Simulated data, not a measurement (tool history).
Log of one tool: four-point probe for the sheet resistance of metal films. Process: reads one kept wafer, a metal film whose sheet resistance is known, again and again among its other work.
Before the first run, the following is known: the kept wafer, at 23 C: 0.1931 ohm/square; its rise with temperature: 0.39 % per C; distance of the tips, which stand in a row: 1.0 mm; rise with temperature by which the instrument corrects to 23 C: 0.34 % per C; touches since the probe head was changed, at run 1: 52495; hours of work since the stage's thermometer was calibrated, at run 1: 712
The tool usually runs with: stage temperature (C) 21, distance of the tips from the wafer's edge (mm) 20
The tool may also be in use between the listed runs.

run	hour	stage temperature (C)	distance of the tips from the wafer's edge (mm)	touches since the probe head was changed	hours of work since the stage's thermometer was calibrated	sheet resistance as the instrument gives it (ohm/square)
1	0.0	21	20	52495	712	0.194989
2	23.1	21	20	53853	729	0.195035
3	42.5	21	20	54991	743	0.195025
4	60.0	21	20	56021	756	0.195047
5	81.1	31	20	57261	772	0.196231
6	101.5	31	20	58459	787	0.196124
7	118.1	31	20	59436	799	0.196215
8	134.6	31	6	60407	811	0.198850
9	151.9	31	6	61424	824	0.198858
10	170.0	31	6	62486	838	0.198898
11	195.4	31	6	63977	857	0.198990
12	220.6	31	6	65458	875	0.198966
13	240.8	31	6	66648	890	0.199098
14	267.6	31	6	68223	910	0.199032
15	282.3	21	35	69088	921	0.195183
16	310.8	21	5	70763	942	0.199189
17	337.3	21	5	72316	962	0.199267
18	360.5	20	68	73683	979	0.195060
19	385.5	32	24	75149	998	0.196639
20	412.2	27	59	76718	1017	0.195950
21	428.2	27	59	77663	1029	0.195918
22	442.3	27	59	78487	1040	0.195999
23	460.0	27	4	79532	1053	0.202377
24	484.7	19	52	80979	1071	0.195170
25	503.0	27	6	82058	1085	0.198864
26	519.4	21	6	83020	1097	0.198318
27	547.4	31	43	84664	1118	0.196574
28	572.1	31	43	86118	1136	0.196580
29	598.3	21	10	87655	1155	0.196584
30	626.9	29	3	89341	1177	0.207456
31	643.7	18	17	90329	1189	0.195576

Forecast each of these 3 alternatives for the next run:
A	655.8	33	6	91040	1198	?
B	655.8	19	20	91040	1198	?
C	655.8	20	27	91040	1198	?

run	sheet resistance as the instrument gives it (ohm/square)
A	0.199762
B	0.195654
C	0.195664
With no hidden state in the tool, these same runs would have given:
run	sheet resistance as the instrument gives it (ohm/square)
A	0.197013
B	0.192951
C	0.192961
